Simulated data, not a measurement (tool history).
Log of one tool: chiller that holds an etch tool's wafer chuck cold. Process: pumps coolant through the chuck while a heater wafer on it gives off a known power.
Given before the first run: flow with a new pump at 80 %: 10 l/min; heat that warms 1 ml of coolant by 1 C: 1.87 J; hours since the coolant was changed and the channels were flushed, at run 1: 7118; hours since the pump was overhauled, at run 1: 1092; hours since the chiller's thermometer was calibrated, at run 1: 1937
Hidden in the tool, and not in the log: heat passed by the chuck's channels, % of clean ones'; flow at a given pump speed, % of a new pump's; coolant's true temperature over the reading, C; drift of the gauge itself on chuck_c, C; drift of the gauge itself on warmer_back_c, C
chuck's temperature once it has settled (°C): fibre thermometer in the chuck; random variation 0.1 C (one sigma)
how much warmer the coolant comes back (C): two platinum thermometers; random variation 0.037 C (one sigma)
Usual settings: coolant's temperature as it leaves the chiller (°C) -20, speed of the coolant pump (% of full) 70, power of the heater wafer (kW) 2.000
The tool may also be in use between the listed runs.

run   hour  coolant's temperature as it leaves the chiller (°C)  speed of the coolant pump (% of full)  power of the heater wafer (kW)  hours since the coolant was changed and the channels were flushed  hours since the pump was overhauled  hours since the chiller's thermometer was calibrated  chuck's temperature once it has settled (°C)  how much warmer the coolant comes back (C)
  1    0.0                                                  -20                                     70                           2.000                                                               7118                                 1092                                                  1937                                           1.2                                        7.37
  2   30.2                                                  -20                                     70                           2.000                                                               7148                                 1122                                                  1967                                           1.3                                        7.35
  3   62.5                                                  -20                                     70                           2.000                                                               7180                                 1155                                                  1999                                           1.3                                        7.33
  4   85.9                                                  -20                                     70                           2.000                                                               7204                                 1178                                                  2023                                           1.3                                        7.31
  5  120.9                                                  -20                                     70                           1.496                                                               7239                                 1213                                                  2058                                          -3.9                                        5.47
  6  144.9                                                  -20                                     70                           1.496                                                               7263                                 1237                                                  2082                                          -4.2                                        5.55
  7  183.8                                                  -20                                     70                           2.000                                                               7302                                 1276                                                  2120                                           1.3                                        7.34
  8  220.0                                                  -30                                     70                           2.000                                                               7338                                 1312                                                  2157                                          -8.7                                        7.38
  9  263.9                                                  -12                                     78                           1.279                                                               7382                                 1356                                                  2201                                           0.3                                        4.24
 10  283.1                                                  -27                                     70                           2.000                                                               7401                                 1375                                                  2220                                          -5.6                                        7.33
 11  305.5                                                  -21                                     61                           1.069                                                               7424                                 1398                                                  2242                                          -8.4                                        4.50
 12  334.8                                                  -13                                     77                           1.518                                                               7453                                 1427                                                  2271                                           2.1                                        5.08
     358.5  -- chiller's thermometer calibrated
 13  358.5                                                  -20                                     84                           2.000                                                               7475                                 1450                                                     0                                          -1.4                                        6.11
 14  395.4                                                  -20                                     84                           2.000                                                               7512                                 1486                                                    37                                          -1.5                                        6.12
 15  432.4                                                  -20                                     84                           2.000                                                               7549                                 1524                                                    74                                          -1.4                                        6.11
 16  475.4                                                  -20                                     84                           2.507                                                               7592                                 1566                                                   117                                           3.3                                        7.70

Below are 4 alternative next runs, each starting from the tool's condition after run 16. Predict each:
  A  515.2                                                  -20                                     84                           1.395                                                               7632                                 1606                                                   157                                             ?                                           ?
  B  515.2                                                  -18                                     65                           1.721                                                               7632                                 1606                                                   157                                             ?                                           ?
  C  515.2                                                  -17                                     73                           2.132                                                               7632                                 1606                                                   157                                             ?                                           ?
  D  515.2                                                  -19                                     70                           2.000                                                               7632                                 1606                                                   157                                             ?                                           ?

run  chuck's temperature once it has settled (°C)  how much warmer the coolant comes back (C)
  A                                          -7.0                                        4.28
  B                                           1.4                                        6.83
  C                                           4.9                                        7.49
  D                                           2.3                                        7.33
With no hidden state in the tool, these same runs would have given:
run  chuck's temperature once it has settled (°C)  how much warmer the coolant comes back (C)
  A                                          -7.0                                        4.28
  B                                           1.4                                        6.83
  C                                           4.8                                        7.49
  D                                           2.3                                        7.33

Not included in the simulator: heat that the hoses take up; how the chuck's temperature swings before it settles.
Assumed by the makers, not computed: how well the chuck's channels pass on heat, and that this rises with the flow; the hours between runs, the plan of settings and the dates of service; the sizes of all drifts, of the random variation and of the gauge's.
